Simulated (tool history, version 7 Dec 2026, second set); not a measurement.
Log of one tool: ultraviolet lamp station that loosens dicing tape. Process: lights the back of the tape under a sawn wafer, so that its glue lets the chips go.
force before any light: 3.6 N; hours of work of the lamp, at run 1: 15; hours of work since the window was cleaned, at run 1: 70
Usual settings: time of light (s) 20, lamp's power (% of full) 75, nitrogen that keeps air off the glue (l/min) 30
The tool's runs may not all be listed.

run,hour,time of light (s),lamp's power (% of full),nitrogen that keeps air off the glue (l/min),hours of work of the lamp,hours of work since the window was cleaned,force that peels the tape off (N),light that reached the tape (mJ/cm2)
1,0,20,75,30,15,70,0.405,198
2,16.5,20,75,30,24,80,0.409,202
3,26.1,20,75,30,29,85,0.417,200
4,42.4,20,79,30,39,94,0.37,207
5,52.7,20,79,30,45,100,0.384,208
6,68,20,79,30,53,109,0.376,210
7,87.1,20,79,30,64,120,0.371,207
8,100,20,79,30,71,127,0.392,207
9,112.1,20,79,30,78,134,0.387,204
10,123.6,32,75,30,85,140,0.222,315
11,136.9,20,75,32,92,148,0.404,193
12,144.7,20,75,32,96,152,0.409,192
13,159.3,20,85,10,105,160,0.756,220
14,176,29,73,30,114,170,0.265,270
# hour 177.6: window cleaned of glue's vapour
15,190,29,73,30,122,7,0.268,265
16,208.6,21,78,42,132,17,0.31,202
17,222.8,20,64,37,140,26,0.496,155
18,232.2,20,64,37,146,31,0.493,163
# hour 233.6: window cleaned of glue's vapour, once more
19,249.4,20,64,13,155,9,0.901,167
20,258.3,20,75,34,160,14,0.401,191
21,271.9,20,75,34,168,22,0.41,191
22,286,27,67,30,176,30,0.315,229
23,303.7,11,62,32,186,40,1.187,86
24,317.5,11,86,47,193,47,0.67,121

Forecast each of these 5 alternatives for the next run:
A,329.8,32,85,23,200,54,?,?
B,329.8,23,82,9,200,54,?,?
C,329.8,11,74,47,200,54,?,?
D,329.8,31,93,47,200,54,?,?
E,329.8,13,77,36,200,54,?,?

run,force that peels the tape off (N),light that reached the tape (mJ/cm2)
A,0.228,337
B,0.713,239
C,0.84,105
D,0.185,368
E,0.738,120
Without the tool's hidden state the same runs would have given:
run,force that peels the tape off (N),light that reached the tape (mJ/cm2)
A,0.209,370
B,0.623,262
C,0.741,115
D,0.18,403
E,0.646,133
